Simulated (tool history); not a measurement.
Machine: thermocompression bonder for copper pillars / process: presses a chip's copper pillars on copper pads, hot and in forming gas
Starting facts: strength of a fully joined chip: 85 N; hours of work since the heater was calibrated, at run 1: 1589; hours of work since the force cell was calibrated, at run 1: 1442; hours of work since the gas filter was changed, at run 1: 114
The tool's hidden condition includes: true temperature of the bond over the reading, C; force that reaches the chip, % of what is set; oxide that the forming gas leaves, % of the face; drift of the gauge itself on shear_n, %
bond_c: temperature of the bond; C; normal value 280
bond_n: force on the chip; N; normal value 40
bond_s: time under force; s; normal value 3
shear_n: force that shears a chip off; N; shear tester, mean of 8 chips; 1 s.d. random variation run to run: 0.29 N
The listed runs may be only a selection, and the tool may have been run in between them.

run    hour  bond_c  bond_n  bond_s  hours of work since the heater was calibrated  hours of work since the force cell was calibrated  hours of work since the gas filter was changed  shear_n
  1       0     280      40       3                                           1589                                               1442                                             114     28.6
       17.4  -- heater calibrated with a thermocouple chip
  2    43.5     280      40       3                                             18                                               1470                                             142       31
  3    90.9     280      40       3                                             50                                               1502                                             175     29.9
      100.8  -- forming gas filter changed
  4   143.7     280      27       3                                             86                                               1538                                              29     20.4
  5     174     280      27       8                                            107                                               1559                                              50       30
  6   210.9     280      40       3                                            132                                               1584                                              75     30.6
  7   240.1     280      40       3                                            152                                               1604                                              95     30.5
  8   298.1     280      40       3                                            192                                               1644                                             135     30.6
  9   327.1     280      40       3                                            211                                               1664                                             155     29.9
 10   360.6     280      59       3                                            234                                               1686                                             178     43.3
        366  -- forming gas filter changed
 11     391     280      59       3                                            255                                               1707                                              17       46
 12   430.4     280      26       3                                            282                                               1734                                              44     18.7
 13   464.4     280      26       3                                            305                                               1757                                              67     18.8
      472.7  -- force cell calibrated
 14   502.1     280      26       3                                            330                                                 20                                              92     19.1
 15   543.5     280      26       3                                            358                                                 48                                             120       19
 16   573.3     280      31       3                                            378                                                 69                                             141     23.4
 17   602.7     280      40       3                                            399                                                 89                                             161     30.5
      635.8  -- forming gas filter changed
 18   648.6     280      40       3                                            430                                                120                                               9     32.1
 19   674.1     280      40       4                                            447                                                137                                              26     35.2
 20   726.4     280      40       4                                            483                                                173                                              62     34.9
      748.9  -- force cell calibrated, once more
 21   769.8     280      35       5                                            511                                                 14                                              91     30.1
 22   804.6     265      35       2                                            535                                                 38                                             114     16.6
 23   854.1     272      55       2                                            569                                                 72                                             148     30.9
 24   892.8     282      40       8                                            596                                                 98                                             175     40.7
      904.3  -- forming gas filter changed
 25   927.3     280      40       7                                            619                                                122                                              16     40.3
 26   958.4     280      30       2                                            640                                                143                                              37     18.1
 27  1001.4     291      42       3                                            669                                                172                                              66     34.1
 28  1026.3     291      42       3                                            686                                                189                                              83     34.3
 29  1056.9     280      51       4                                            707                                                210                                             104     40.9
 30  1092.4     293      38       8                                            732                                                235                                             129     44.4
 31  1132.5     293      38       8                                            759                                                262                                             156     43.6
 32  1162.4     281      29       2                                            780                                                282                                             176     16.3
     1171.2  -- forming gas filter changed
 33  1217.9     280      40       2                                            817                                                320                                              32     25.3
 34  1268.3     276      40       3                                            852                                                354                                              66     27.5
 35  1321.9     280      40       6                                            888                                                391                                             103     37.4
 36  1350.4     280      40       6                                            908                                                411                                             123     37.2
 37  1398.2     282      52       4                                            940                                                443                                             155     41.9
 38  1424.6     282      43       3                                            958                                                461                                             173       31
     1436.5  -- forming gas filter changed
 39  1459.4     282      42       3                                            982                                                485                                              16     31.8

Predict each of these 4 candidate next runs independently; none follows another, all start after run 39:
  A  1496.7     276      35       2                                           1007                                                510                                              41        ?
  B  1496.7     280      35       3                                           1007                                                510                                              41        ?
  C  1496.7     292      45       2                                           1007                                                510                                              41        ?
  D  1496.7     275      28       2                                           1007                                                510                                              41        ?

run  shear_n
  A     20.4
  B     25.2
  C     32.4
  D     15.2
Had the tool no hidden state, the same runs would have come out as:
run  shear_n
  A     21.1
  B     26.1
  C     33.5
  D     15.8
